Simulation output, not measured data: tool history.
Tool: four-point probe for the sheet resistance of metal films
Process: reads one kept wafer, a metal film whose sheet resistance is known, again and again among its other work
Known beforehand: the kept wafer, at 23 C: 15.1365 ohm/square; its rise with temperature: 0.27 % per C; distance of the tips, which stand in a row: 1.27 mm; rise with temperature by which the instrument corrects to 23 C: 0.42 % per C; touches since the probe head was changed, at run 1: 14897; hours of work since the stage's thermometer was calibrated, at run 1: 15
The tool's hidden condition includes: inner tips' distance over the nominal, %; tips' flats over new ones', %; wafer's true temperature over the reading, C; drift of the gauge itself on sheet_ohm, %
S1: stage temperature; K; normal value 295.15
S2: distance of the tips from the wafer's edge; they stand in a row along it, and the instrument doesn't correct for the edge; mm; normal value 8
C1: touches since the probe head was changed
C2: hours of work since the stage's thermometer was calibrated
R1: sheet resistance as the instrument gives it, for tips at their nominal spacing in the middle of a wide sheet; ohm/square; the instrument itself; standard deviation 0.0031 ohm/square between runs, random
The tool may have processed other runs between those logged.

run 1 hour=0.0 | S1=295.15 S2=8 | C1=14897 C2=15 | R1=15.283174
run 2 hour=28.2 | S1=295.15 S2=8 | C1=15917 C2=32 | R1=15.277764
run 3 hour=61.0 | S1=295.15 S2=5 | C1=17102 C2=51 | R1=15.584550
run 4 hour=91.4 | S1=295.15 S2=5 | C1=18204 C2=69 | R1=15.581197
run 5 hour=120.1 | S1=295.15 S2=29 | C1=19242 C2=85 | R1=15.088782
run 6 hour=136.8 | S1=295.15 S2=65 | C1=19845 C2=95 | R1=15.081532
run 7 hour=162.3 | S1=295.15 S2=65 | C1=20767 C2=110 | R1=15.077215
run 8 hour=186.0 | S1=295.15 S2=20 | C1=21624 C2=124 | R1=15.107118
run 9 hour=215.7 | S1=295.15 S2=20 | C1=22700 C2=141 | R1=15.104824
run 10 hour=236.9 | S1=295.15 S2=20 | C1=23466 C2=153 | R1=15.104665
run 11 hour=256.8 | S1=295.15 S2=20 | C1=24185 C2=165 | R1=15.104716
run 12 hour=274.9 | S1=295.15 S2=70 | C1=24841 C2=176 | R1=15.075144
run 13 hour=308.7 | S1=295.15 S2=63 | C1=26063 C2=195 | R1=15.075035
run 14 hour=332.7 | S1=295.15 S2=8 | C1=26930 C2=209 | R1=15.276182
run 15 hour=367.9 | S1=295.15 S2=8 | C1=28204 C2=230 | R1=15.266547
run 16 hour=389.0 | S1=305.15 S2=15 | C1=28968 C2=242 | R1=14.920866
run 17 hour=423.2 | S1=301.15 S2=41 | C1=30203 C2=262 | R1=14.946553
run 18 hour=455.2 | S1=301.15 S2=41 | C1=31360 C2=281 | R1=14.948589
run 19 hour=486.4 | S1=291.15 S2=14 | C1=32488 C2=299 | R1=15.220370
run 20 hour=513.3 | S1=291.15 S2=14 | C1=33461 C2=314 | R1=15.221645
run 21 hour=547.2 | S1=298.15 S2=32 | C1=34690 C2=334 | R1=15.016450
run 22 hour=578.8 | S1=298.15 S2=32 | C1=35832 C2=353 | R1=15.014499
run 23 hour=608.1 | S1=298.15 S2=32 | C1=36890 C2=370 | R1=15.007588
run 24 hour=630.2 | S1=298.15 S2=54 | C1=37689 C2=383 | R1=15.006032
run 25 hour=664.8 | S1=298.15 S2=54 | C1=38943 C2=403 | R1=15.002599
run 26 hour=695.8 | S1=298.15 S2=54 | C1=40065 C2=421 | R1=15.001466
run 27 hour=719.9 | S1=298.15 S2=54 | C1=40935 C2=435 | R1=14.995082
run 28 hour=734.9 | S1=298.15 S2=54 | C1=41477 C2=444 | R1=15.002239
run 29 hour=760.8 | S1=298.15 S2=54 | C1=42413 C2=459 | R1=15.003702
run 30 hour=786.7 | S1=291.15 S2=64 | C1=43350 C2=474 | R1=15.152850

Forecast each of these 3 alternatives for the next run:
run A hour=809.5 | S1=297.15 S2=41 | C1=44173 C2=487 | R1=?
run B hour=809.5 | S1=303.15 S2=14 | C1=44173 C2=487 | R1=?
run C hour=809.5 | S1=299.15 S2=9 | C1=44173 C2=487 | R1=?

run=A R1=15.023997
run=B R1=14.957635
run=C R1=15.132294
With no hidden state in the tool, these same runs would have given:
run=A R1=15.124843
run=B R1=15.057985
run=C R1=15.233782
